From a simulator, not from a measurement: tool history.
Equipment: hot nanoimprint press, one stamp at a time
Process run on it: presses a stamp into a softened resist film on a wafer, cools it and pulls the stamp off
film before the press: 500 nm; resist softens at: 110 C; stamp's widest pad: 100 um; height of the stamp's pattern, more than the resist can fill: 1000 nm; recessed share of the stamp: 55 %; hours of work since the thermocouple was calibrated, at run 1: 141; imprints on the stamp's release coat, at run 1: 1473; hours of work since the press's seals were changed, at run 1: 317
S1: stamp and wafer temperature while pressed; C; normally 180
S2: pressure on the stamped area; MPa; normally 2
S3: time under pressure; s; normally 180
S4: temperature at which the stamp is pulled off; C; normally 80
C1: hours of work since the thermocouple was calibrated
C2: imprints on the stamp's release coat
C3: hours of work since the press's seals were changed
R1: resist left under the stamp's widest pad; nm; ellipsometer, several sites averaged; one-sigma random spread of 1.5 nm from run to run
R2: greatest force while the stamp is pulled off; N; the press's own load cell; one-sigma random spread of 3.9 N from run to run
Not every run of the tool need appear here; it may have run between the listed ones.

{"run": 1, "hour": 0.0, "S1": 180, "S2": 2, "S3": 180, "S4": 80, "C1": 141, "C2": 1473, "C3": 317, "R1": 260.7, "R2": 197}
{"hour": 46.4, "done": "stamp cleaned and given a new release coat"}
{"run": 2, "hour": 65.0, "S1": 180, "S2": 2, "S3": 180, "S4": 80, "C1": 166, "C2": 61, "C3": 342, "R1": 259.7, "R2": 194}
{"run": 3, "hour": 156.2, "S1": 180, "S2": 2, "S3": 180, "S4": 80, "C1": 206, "C2": 363, "C3": 382, "R1": 256.9, "R2": 186}
{"run": 4, "hour": 248.8, "S1": 180, "S2": 2.41, "S3": 180, "S4": 80, "C1": 246, "C2": 670, "C3": 422, "R1": 240.2, "R2": 189}
{"run": 5, "hour": 314.3, "S1": 180, "S2": 2, "S3": 180, "S4": 80, "C1": 274, "C2": 886, "C3": 450, "R1": 259.5, "R2": 197}
{"run": 6, "hour": 382.3, "S1": 180, "S2": 2, "S3": 180, "S4": 80, "C1": 304, "C2": 1111, "C3": 480, "R1": 259.2, "R2": 191}
{"run": 7, "hour": 467.4, "S1": 180, "S2": 2, "S3": 180, "S4": 80, "C1": 341, "C2": 1393, "C3": 517, "R1": 256.5, "R2": 188}
{"run": 8, "hour": 520.0, "S1": 180, "S2": 2, "S3": 180, "S4": 80, "C1": 363, "C2": 1567, "C3": 539, "R1": 258.1, "R2": 197}
{"hour": 539.0, "done": "stamp cleaned and given a new release coat"}
{"run": 9, "hour": 579.0, "S1": 180, "S2": 2, "S3": 271, "S4": 80, "C1": 386, "C2": 132, "C3": 562, "R1": 223.8, "R2": 186}
{"run": 10, "hour": 645.4, "S1": 180, "S2": 2, "S3": 271, "S4": 80, "C1": 415, "C2": 352, "C3": 591, "R1": 222.7, "R2": 191}
{"run": 11, "hour": 741.9, "S1": 180, "S2": 2, "S3": 271, "S4": 80, "C1": 457, "C2": 671, "C3": 633, "R1": 222.3, "R2": 195}
{"run": 12, "hour": 790.9, "S1": 180, "S2": 2, "S3": 180, "S4": 80, "C1": 478, "C2": 833, "C3": 654, "R1": 255.8, "R2": 193}
{"run": 13, "hour": 855.1, "S1": 180, "S2": 2, "S3": 180, "S4": 80, "C1": 506, "C2": 1046, "C3": 682, "R1": 257.7, "R2": 190}
{"hour": 907.0, "done": "plate thermocouple calibrated"}
{"run": 14, "hour": 907.5, "S1": 180, "S2": 2, "S3": 180, "S4": 80, "C1": 0, "C2": 1209, "C3": 703, "R1": 259.2, "R2": 190}
{"run": 15, "hour": 968.9, "S1": 180, "S2": 2, "S3": 101, "S4": 80, "C1": 27, "C2": 1413, "C3": 730, "R1": 305.3, "R2": 193}
{"hour": 981.6, "done": "press's hydraulic seals changed and the load cell set to zero"}
{"hour": 1039.5, "done": "stamp cleaned and given a new release coat"}
{"run": 16, "hour": 1039.5, "S1": 180, "S2": 2, "S3": 101, "S4": 80, "C1": 51, "C2": 0, "C3": 22, "R1": 306.7, "R2": 184}
{"run": 17, "hour": 1110.9, "S1": 183, "S2": 1.49, "S3": 164, "S4": 72, "C1": 82, "C2": 236, "C3": 53, "R1": 268.4, "R2": 218}
{"run": 18, "hour": 1156.0, "S1": 180, "S2": 2, "S3": 270, "S4": 76, "C1": 102, "C2": 385, "C3": 73, "R1": 222.7, "R2": 204}
{"run": 19, "hour": 1218.9, "S1": 189, "S2": 1.39, "S3": 260, "S4": 80, "C1": 129, "C2": 593, "C3": 100, "R1": 188.1, "R2": 194}
{"run": 20, "hour": 1298.4, "S1": 180, "S2": 2, "S3": 130, "S4": 80, "C1": 163, "C2": 856, "C3": 135, "R1": 280.2, "R2": 197}
{"run": 21, "hour": 1390.7, "S1": 180, "S2": 2, "S3": 130, "S4": 80, "C1": 203, "C2": 1162, "C3": 174, "R1": 282.4, "R2": 192}
{"run": 22, "hour": 1461.0, "S1": 185, "S2": 2, "S3": 190, "S4": 67, "C1": 234, "C2": 1394, "C3": 205, "R1": 206.7, "R2": 237}
{"hour": 1528.4, "done": "stamp cleaned and given a new release coat"}
{"run": 23, "hour": 1560.3, "S1": 185, "S2": 1.23, "S3": 180, "S4": 80, "C1": 274, "C2": 105, "C3": 245, "R1": 259.1, "R2": 193}

Expected results for the next run?
{"run": 24, "hour": 1613.8, "S1": 185, "S2": 1.23, "S3": 180, "S4": 80, "C1": 297, "C2": 282, "C3": 269, "R1": "?", "R2": "?"}

R1: 261.6 nm
R2: 191 N
Take away the tool's hidden state, keep the run-to-run variation as it was, and the same run would have given R1 268.6 nm, R2 191 N.
